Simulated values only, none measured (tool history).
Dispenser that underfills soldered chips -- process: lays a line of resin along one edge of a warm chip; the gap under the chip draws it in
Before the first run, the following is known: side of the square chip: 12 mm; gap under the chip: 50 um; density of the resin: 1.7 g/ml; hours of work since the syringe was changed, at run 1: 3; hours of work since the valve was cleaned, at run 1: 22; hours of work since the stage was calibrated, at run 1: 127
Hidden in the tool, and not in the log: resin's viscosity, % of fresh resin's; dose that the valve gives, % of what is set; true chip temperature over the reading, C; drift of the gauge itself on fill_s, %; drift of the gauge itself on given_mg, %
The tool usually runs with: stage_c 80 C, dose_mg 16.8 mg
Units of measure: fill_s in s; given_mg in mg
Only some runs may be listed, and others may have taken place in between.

run    day  stage_c  dose_mg  hours of work since the syringe was changed  hours of work since the valve was cleaned  hours of work since the stage was calibrated  fill_s  given_mg
  1      0       80     16.8                                            3                                         22                                           127   217.3     16.57
  2  0.212       80     16.8                                            7                                         26                                           131   300.6     16.52
     0.404  -- new syringe of resin
  3  0.442       80     16.8                                            1                                         30                                           135   175.4     16.41
  4  0.675       80     16.8                                            5                                         35                                           140   247.7     16.29
  5  0.829       80     16.8                                            8                                         38                                           142   306.7     16.21
         1  -- new syringe of resin
  6  1.054       80     16.8                                            1                                         42                                           146   185.1     16.21
  7  1.375       80     16.8                                            7                                         48                                           152   294.8     16.07
     1.608  -- new syringe of resin
  8  1.629       89     16.8                                            0                                         52                                           157   131.3     16.04
  9  1.933       80     16.8                                            6                                         58                                           163     265     15.95
     2.208  -- new syringe of resin
 10  2.242       80     16.8                                            1                                         64                                           168   181.2     15.83
 11  2.546       80     14.7                                            6                                         69                                           174   303.4     13.77
     2.796  -- new syringe of resin
 12  2.812       68     16.8                                            0                                         74                                           179   261.9     15.52
 13  3.071       74     16.8                                            5                                         79                                           184   310.2     15.36
 14  3.267       87     16.8                                            9                                         83                                           187   277.2     15.62
     3.404  -- new syringe of resin
 15  3.504       87     16.8                                            2                                         87                                           192   164.1      15.4
 16  3.704       80     20.8                                            6                                         91                                           196   252.3     19.14
 17  3.921       80     20.8                                           10                                         95                                           200   343.4     18.87
     3.996  -- new syringe of resin
 18  4.271       80     20.3                                            5                                        101                                           206   247.6     18.56
     4.583  -- new syringe of resin
 19  4.608       80     20.3                                            0                                        107                                           212   175.2     18.06
 20  4.917       83     14.6                                            6                                        113                                           218   273.5     13.23
     5.196  -- new syringe of resin
 21  5.246       83     14.6                                            1                                        119                                           224   181.3     12.94
 22  5.425       91     15.3                                            4                                        123                                           227   179.7     13.62
 23  5.712       75     16.8                                           10                                        128                                           233   426.7     14.98
     5.788  -- new syringe of resin
     5.925  -- dispensing valve cleaned and set on the balance
 24  6.017       72     16.8                                            4                                          2                                           237   286.6     16.92
 25  6.179       72     16.8                                            7                                          5                                           241     360     16.81
     6.417  -- new syringe of resin
 26  6.467       72     16.8                                            1                                         10                                           246   243.4     16.78
 27    6.7       72     15.3                                            5                                         14                                           250   345.7     15.09
     7.004  -- new syringe of resin
 28  7.046       89       16                                            1                                         21                                           256   139.8     15.86
 29  7.396       81     17.9                                            7                                         27                                           263   293.4     17.54
     7.592  -- new syringe of resin
 30  7.725       81     17.9                                            3                                         33                                           269   199.9     17.26
 31  7.958       81     17.9                                            7                                         38                                           273   278.3     17.45
     8.179  -- new syringe of resin
 32  8.212       81     17.9                                            1                                         42                                           278   172.2     17.24
 33  8.462       67     18.6                                            5                                         47                                           283   395.7     17.77
     8.767  -- new syringe of resin
 34  8.767       67     18.6                                            0                                         53                                           288   266.9     17.72
 35  8.912       67     18.6                                            3                                         55                                           291     325     17.73
 36  9.062       67     18.6                                            6                                         58                                           294   411.5     17.79

4 options for the next run, each taken on its own from the tool as it stands now. Forecast them:
  A  9.296       66     14.4                                           10                                         63                                           298       ?         ?
  B  9.296       84     14.3                                           10                                         63                                           298       ?         ?
  C  9.296       80     14.9                                           10                                         63                                           298       ?         ?
  D  9.296       75       20                                           10                                         63                                           298       ?         ?

run  fill_s  given_mg
  A   641.3      13.6
  B   363.2     13.62
  C   403.2     14.21
  D   431.9     18.96
With no hidden state in the tool, these same runs would have given:
run  fill_s  given_mg
  A   269.8      14.4
  B   153.6     14.42
  C   170.9     15.04
  D   185.9     20.07

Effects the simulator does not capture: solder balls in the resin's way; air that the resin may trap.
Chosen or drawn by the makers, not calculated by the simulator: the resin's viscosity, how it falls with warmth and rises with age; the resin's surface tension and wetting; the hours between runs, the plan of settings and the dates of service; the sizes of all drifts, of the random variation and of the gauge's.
